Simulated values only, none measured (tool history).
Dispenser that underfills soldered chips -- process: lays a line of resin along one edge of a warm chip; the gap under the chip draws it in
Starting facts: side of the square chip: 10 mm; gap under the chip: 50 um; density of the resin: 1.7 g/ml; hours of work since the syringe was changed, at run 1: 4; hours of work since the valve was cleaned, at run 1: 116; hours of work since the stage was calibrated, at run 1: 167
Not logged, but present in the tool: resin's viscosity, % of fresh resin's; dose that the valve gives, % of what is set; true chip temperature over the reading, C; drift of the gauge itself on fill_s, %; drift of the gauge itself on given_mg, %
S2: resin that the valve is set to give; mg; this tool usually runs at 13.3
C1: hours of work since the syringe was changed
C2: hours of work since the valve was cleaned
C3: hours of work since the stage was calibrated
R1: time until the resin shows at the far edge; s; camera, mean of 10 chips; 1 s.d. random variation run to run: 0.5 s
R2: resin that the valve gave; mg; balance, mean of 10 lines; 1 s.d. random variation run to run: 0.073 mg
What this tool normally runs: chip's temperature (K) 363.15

{"run": 1, "day": 0.0, "chip's temperature (K)": 363.15, "S2": 13.3, "C1": 4, "C2": 116, "C3": 167, "R1": 59.1, "R2": 12.42}
{"day": 0.208, "done": "new syringe of resin"}
{"run": 2, "day": 0.229, "chip's temperature (K)": 363.15, "S2": 13.3, "C1": 0, "C2": 120, "C3": 171, "R1": 44, "R2": 12.4}
{"run": 3, "day": 0.333, "chip's temperature (K)": 363.15, "S2": 13.3, "C1": 2, "C2": 122, "C3": 173, "R1": 51.2, "R2": 12.51}
{"run": 4, "day": 0.517, "chip's temperature (K)": 363.15, "S2": 13.3, "C1": 6, "C2": 126, "C3": 176, "R1": 69.7, "R2": 12.47}
{"day": 0.646, "done": "new syringe of resin"}
{"run": 5, "day": 0.671, "chip's temperature (K)": 363.15, "S2": 13.3, "C1": 1, "C2": 128, "C3": 179, "R1": 43.5, "R2": 12.37}
{"run": 6, "day": 0.808, "chip's temperature (K)": 371.15, "S2": 13.3, "C1": 3, "C2": 131, "C3": 182, "R1": 40.7, "R2": 12.56}
{"run": 7, "day": 0.967, "chip's temperature (K)": 363.15, "S2": 13.3, "C1": 6, "C2": 134, "C3": 185, "R1": 68.3, "R2": 12.53}
{"day": 1.083, "done": "new syringe of resin"}
{"run": 8, "day": 1.138, "chip's temperature (K)": 363.15, "S2": 13.3, "C1": 1, "C2": 137, "C3": 188, "R1": 45.3, "R2": 12.36}
{"day": 1.308, "done": "dispensing valve cleaned and set on the balance"}
{"run": 9, "day": 1.429, "chip's temperature (K)": 363.15, "S2": 13.3, "C1": 6, "C2": 2, "C3": 192, "R1": 67.3, "R2": 13.27}
{"day": 1.558, "done": "new syringe of resin"}
{"run": 10, "day": 1.638, "chip's temperature (K)": 363.15, "S2": 13.3, "C1": 2, "C2": 6, "C3": 196, "R1": 47, "R2": 13.23}
{"run": 11, "day": 1.85, "chip's temperature (K)": 363.15, "S2": 13.3, "C1": 5, "C2": 10, "C3": 200, "R1": 65.3, "R2": 13.12}
{"day": 1.983, "done": "new syringe of resin"}
{"run": 12, "day": 1.992, "chip's temperature (K)": 363.15, "S2": 13.3, "C1": 0, "C2": 12, "C3": 202, "R1": 40.6, "R2": 13.21}
{"run": 13, "day": 2.146, "chip's temperature (K)": 363.15, "S2": 13.3, "C1": 3, "C2": 15, "C3": 205, "R1": 52.5, "R2": 13.22}
{"run": 14, "day": 2.267, "chip's temperature (K)": 363.15, "S2": 13.3, "C1": 5, "C2": 17, "C3": 207, "R1": 63.5, "R2": 13.16}
{"day": 2.408, "done": "new syringe of resin"}
{"run": 15, "day": 2.483, "chip's temperature (K)": 363.15, "S2": 13.3, "C1": 1, "C2": 21, "C3": 211, "R1": 46.7, "R2": 13.13}
{"run": 16, "day": 2.612, "chip's temperature (K)": 363.15, "S2": 13.3, "C1": 4, "C2": 24, "C3": 214, "R1": 58, "R2": 13.24}
{"run": 17, "day": 2.771, "chip's temperature (K)": 363.15, "S2": 13.3, "C1": 7, "C2": 27, "C3": 217, "R1": 72.9, "R2": 13.18}
{"day": 2.846, "done": "new syringe of resin"}
{"run": 18, "day": 2.958, "chip's temperature (K)": 363.15, "S2": 16, "C1": 2, "C2": 30, "C3": 220, "R1": 49.5, "R2": 15.77}
{"run": 19, "day": 3.183, "chip's temperature (K)": 351.15, "S2": 17, "C1": 6, "C2": 34, "C3": 224, "R1": 107.4, "R2": 16.8}
{"day": 3.271, "done": "new syringe of resin"}
{"run": 20, "day": 3.388, "chip's temperature (K)": 351.15, "S2": 17, "C1": 2, "C2": 38, "C3": 228, "R1": 79.9, "R2": 16.69}
{"run": 21, "day": 3.492, "chip's temperature (K)": 351.15, "S2": 17, "C1": 4, "C2": 40, "C3": 230, "R1": 92.8, "R2": 16.69}
{"run": 22, "day": 3.596, "chip's temperature (K)": 365.15, "S2": 14.9, "C1": 6, "C2": 42, "C3": 232, "R1": 65.1, "R2": 14.57}
{"day": 3.708, "done": "new syringe of resin"}
{"run": 23, "day": 3.829, "chip's temperature (K)": 351.15, "S2": 13.5, "C1": 2, "C2": 46, "C3": 236, "R1": 80.8, "R2": 13.23}
{"run": 24, "day": 4.038, "chip's temperature (K)": 350.15, "S2": 11.5, "C1": 6, "C2": 50, "C3": 240, "R1": 121.4, "R2": 11.19}
{"day": 4.138, "done": "new syringe of resin"}
{"run": 25, "day": 4.154, "chip's temperature (K)": 350.15, "S2": 11.5, "C1": 0, "C2": 52, "C3": 242, "R1": 72, "R2": 11.14}
{"run": 26, "day": 4.408, "chip's temperature (K)": 359.15, "S2": 12.9, "C1": 5, "C2": 56, "C3": 246, "R1": 74.5, "R2": 12.71}
{"run": 27, "day": 4.533, "chip's temperature (K)": 359.15, "S2": 12.9, "C1": 7, "C2": 59, "C3": 249, "R1": 89.4, "R2": 12.6}
{"day": 4.567, "done": "new syringe of resin"}
{"run": 28, "day": 4.8, "chip's temperature (K)": 360.15, "S2": 13.7, "C1": 4, "C2": 64, "C3": 253, "R1": 66.9, "R2": 13.31}
{"day": 5.004, "done": "new syringe of resin"}
{"run": 29, "day": 5.025, "chip's temperature (K)": 354.15, "S2": 15.6, "C1": 0, "C2": 68, "C3": 257, "R1": 61.8, "R2": 15.1}
{"run": 30, "day": 5.208, "chip's temperature (K)": 376.15, "S2": 15.9, "C1": 4, "C2": 71, "C3": 261, "R1": 36.4, "R2": 15.39}
{"run": 31, "day": 5.412, "chip's temperature (K)": 363.15, "S2": 16.7, "C1": 8, "C2": 75, "C3": 265, "R1": 77.2, "R2": 16.04}
{"day": 5.442, "done": "new syringe of resin"}
{"run": 32, "day": 5.55, "chip's temperature (K)": 363.15, "S2": 16.7, "C1": 2, "C2": 77, "C3": 267, "R1": 49.1, "R2": 16.08}
{"run": 33, "day": 5.804, "chip's temperature (K)": 363.15, "S2": 11.9, "C1": 7, "C2": 82, "C3": 272, "R1": 76.4, "R2": 11.43}
{"day": 5.871, "done": "new syringe of resin"}
{"run": 34, "day": 6.025, "chip's temperature (K)": 354.15, "S2": 16.5, "C1": 3, "C2": 86, "C3": 276, "R1": 74.5, "R2": 15.83}
{"run": 35, "day": 6.275, "chip's temperature (K)": 363.15, "S2": 13, "C1": 8, "C2": 91, "C3": 280, "R1": 79.6, "R2": 12.48}

What differs in the tool's unlogged condition from the final listed run ahead of each entry between runs to the first listed run following it?
In the gap between runs 1 and 2: new syringe of resin (day 0.208)
  resin's viscosity, % of fresh resin's: 140.6 -> 103.7; dose that the valve gives, % of what is set: 94.38 -> 94.2; true chip temperature over the reading, C: -1.21 -> -1.23
  measured result minus the result with no hidden state, R1: +19.3 -> +3.8 s; R2: -0.74 -> -0.76 mg
In the gap between runs 4 and 5: new syringe of resin (day 0.646)
  resin's viscosity, % of fresh resin's: 161.5 -> 102.7; dose that the valve gives, % of what is set: 93.94 -> 93.83; true chip temperature over the reading, C: -1.26 -> -1.28
  measured result minus the result with no hidden state, R1: +28.8 -> +3.5 s; R2: -0.81 -> -0.82 mg
In the gap between runs 7 and 8: new syringe of resin (day 1.083)
  resin's viscosity, % of fresh resin's: 161 -> 108.9; dose that the valve gives, % of what is set: 93.58 -> 93.44; true chip temperature over the reading, C: -1.32 -> -1.34
  measured result minus the result with no hidden state, R1: +28.2 -> +6.1 s; R2: -0.86 -> -0.87 mg
In the gap between runs 8 and 9: dispensing valve cleaned and set on the balance (day 1.308)
  resin's viscosity, % of fresh resin's: 108.9 -> 159.3; dose that the valve gives, % of what is set: 93.44 -> 99.72; true chip temperature over the reading, C: -1.34 -> -1.36
  measured result minus the result with no hidden state, R1: +6.1 -> +27 s; R2: -0.87 -> -0.04 mg
In the gap between runs 9 and 10: new syringe of resin (day 1.558)
  resin's viscosity, % of fresh resin's: 159.3 -> 112.6; dose that the valve gives, % of what is set: 99.72 -> 99.53; true chip temperature over the reading, C: -1.36 -> -1.39
  measured result minus the result with no hidden state, R1: +27 -> +7.3 s; R2: -0.04 -> -0.07 mg
In the gap between runs 11 and 12: new syringe of resin (day 1.983)
  resin's viscosity, % of fresh resin's: 155.1 -> 99.8; dose that the valve gives, % of what is set: 99.33 -> 99.23; true chip temperature over the reading, C: -1.41 -> -1.43
  measured result minus the result with no hidden state, R1: +25.3 -> +2.1 s; R2: -0.09 -> -0.1 mg
In the gap between runs 14 and 15: new syringe of resin (day 2.408)
  resin's viscosity, % of fresh resin's: 151.3 -> 111; dose that the valve gives, % of what is set: 99.01 -> 98.84; true chip temperature over the reading, C: -1.46 -> -1.48
  measured result minus the result with no hidden state, R1: +23.8 -> +6.8 s; R2: -0.13 -> -0.16 mg
In the gap between runs 17 and 18: new syringe of resin (day 2.846)
  resin's viscosity, % of fresh resin's: 172 -> 119.2; dose that the valve gives, % of what is set: 98.6 -> 98.46; true chip temperature over the reading, C: -1.52 -> -1.54
  measured result minus the result with no hidden state, R1: +32.8 -> +10.3 s; R2: -0.19 -> -0.25 mg
In the gap between runs 19 and 20: new syringe of resin (day 3.271)
  resin's viscosity, % of fresh resin's: 167.3 -> 121; dose that the valve gives, % of what is set: 98.27 -> 98.11; true chip temperature over the reading, C: -1.56 -> -1.58
  measured result minus the result with no hidden state, R1: +47.3 -> +17.8 s; R2: -0.29 -> -0.32 mg
In the gap between runs 22 and 23: new syringe of resin (day 3.708)
  resin's viscosity, % of fresh resin's: 166.1 -> 120.9; dose that the valve gives, % of what is set: 97.92 -> 97.71; true chip temperature over the reading, C: -1.61 -> -1.63
  measured result minus the result with no hidden state, R1: +27.9 -> +18.3 s; R2: -0.31 -> -0.31 mg
In the gap between runs 24 and 25: new syringe of resin (day 4.138)
  resin's viscosity, % of fresh resin's: 165.6 -> 100.9; dose that the valve gives, % of what is set: 97.52 -> 97.43; true chip temperature over the reading, C: -1.66 -> -1.67
  measured result minus the result with no hidden state, R1: +53.1 -> +5.6 s; R2: -0.29 -> -0.3 mg
In the gap between runs 27 and 28: new syringe of resin (day 4.567)
  resin's viscosity, % of fresh resin's: 180.5 -> 143.8; dose that the valve gives, % of what is set: 97.07 -> 96.84; true chip temperature over the reading, C: -1.71 -> -1.74
  measured result minus the result with no hidden state, R1: +43.1 -> +23.4 s; R2: -0.38 -> -0.43 mg
In the gap between runs 28 and 29: new syringe of resin (day 5.004)
  resin's viscosity, % of fresh resin's: 143.8 -> 103.1; dose that the valve gives, % of what is set: 96.84 -> 96.66; true chip temperature over the reading, C: -1.74 -> -1.76
  measured result minus the result with no hidden state, R1: +23.4 -> +5.9 s; R2: -0.43 -> -0.52 mg
In the gap between runs 31 and 32: new syringe of resin (day 5.442)
  resin's viscosity, % of fresh resin's: 186.3 -> 117.1; dose that the valve gives, % of what is set: 96.32 -> 96.21; true chip temperature over the reading, C: -1.81 -> -1.83
  measured result minus the result with no hidden state, R1: +38.7 -> +9.9 s; R2: -0.61 -> -0.64 mg
In the gap between runs 33 and 34: new syringe of resin (day 5.871)
  resin's viscosity, % of fresh resin's: 172.3 -> 126.2; dose that the valve gives, % of what is set: 96 -> 95.8; true chip temperature over the reading, C: -1.86 -> -1.88
  measured result minus the result with no hidden state, R1: +35.3 -> +19.6 s; R2: -0.48 -> -0.7 mg
